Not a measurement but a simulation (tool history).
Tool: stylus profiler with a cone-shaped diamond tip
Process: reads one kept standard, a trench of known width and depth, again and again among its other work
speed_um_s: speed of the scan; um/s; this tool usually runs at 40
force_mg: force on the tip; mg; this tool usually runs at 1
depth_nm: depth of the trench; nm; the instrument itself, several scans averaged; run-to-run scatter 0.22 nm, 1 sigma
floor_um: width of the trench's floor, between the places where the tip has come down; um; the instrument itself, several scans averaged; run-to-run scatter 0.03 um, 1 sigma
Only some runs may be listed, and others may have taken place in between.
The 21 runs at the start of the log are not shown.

Run 22, hour 295.7: usual settings but force_mg 1.81 mg. Result: depth_nm 1013.18 nm, floor_um 13.66 um.
Run 23, hour 306.3: usual settings but force_mg 1.81 mg. Result: depth_nm 1013.02 nm, floor_um 13.7 um.
Run 24, hour 317.9: usual settings but force_mg 1.81 mg. Result: depth_nm 1012.95 nm, floor_um 13.67 um.
Run 25, hour 335.1: usual settings but speed_um_s 99 um/s, force_mg 1.03 mg. Result: depth_nm 1009.58 nm, floor_um 13.25 um.
Run 26, hour 344.9: usual settings but speed_um_s 99 um/s, force_mg 1.03 mg. Result: depth_nm 1009.89 nm, floor_um 13.22 um.
Run 27, hour 354.6: usual settings but speed_um_s 99 um/s, force_mg 1.03 mg. Result: depth_nm 1009.48 nm, floor_um 13.22 um.
Run 28, hour 363: usual settings but speed_um_s 38 um/s, force_mg 0.55 mg. Result: depth_nm 1007.31 nm, floor_um 13.5 um.
Run 29, hour 372.6: usual settings but force_mg 0.7 mg. Result: depth_nm 1007.93 nm, floor_um 13.53 um.
Run 30, hour 382.4: usual settings but speed_um_s 125 um/s, force_mg 1.72 mg. Result: depth_nm 1012.42 nm, floor_um 13.29 um.
Run 31, hour 394.6: usual settings but speed_um_s 20 um/s, force_mg 2.38 mg. Result: depth_nm 1015.59 nm, floor_um 13.7 um.
Run 32, hour 406.4: usual settings but speed_um_s 55 um/s. Result: depth_nm 1009.72 nm, floor_um 13.48 um.
Run 33, hour 416.3: usual settings but speed_um_s 61 um/s, force_mg 0.63 mg. Result: depth_nm 1007.89 nm, floor_um 13.32 um.
Run 34, hour 434: usual settings but speed_um_s 61 um/s, force_mg 0.63 mg. Result: depth_nm 1008.05 nm, floor_um 13.3 um.
Run 35, hour 450.9: usual settings but speed_um_s 61 um/s, force_mg 0.63 mg. Result: depth_nm 1008.06 nm, floor_um 13.34 um.
Run 36, hour 460.8: usual settings but speed_um_s 61 um/s, force_mg 0.63 mg. Result: depth_nm 1008.09 nm, floor_um 13.32 um.
Run 37, hour 477: usual settings but speed_um_s 17 um/s. Result: depth_nm 1009.66 nm, floor_um 13.68 um.

Predict the results of run 38:
Run 38, hour 494.9: usual settings but speed_um_s 11 um/s. Result: depth_nm ?, floor_um ?.

depth_nm: 1010.16 nm
floor_um: 13.67 um
The same run, on a tool lacking any hidden state, would have yielded depth_nm 1007.55 nm, floor_um 13.9 um.

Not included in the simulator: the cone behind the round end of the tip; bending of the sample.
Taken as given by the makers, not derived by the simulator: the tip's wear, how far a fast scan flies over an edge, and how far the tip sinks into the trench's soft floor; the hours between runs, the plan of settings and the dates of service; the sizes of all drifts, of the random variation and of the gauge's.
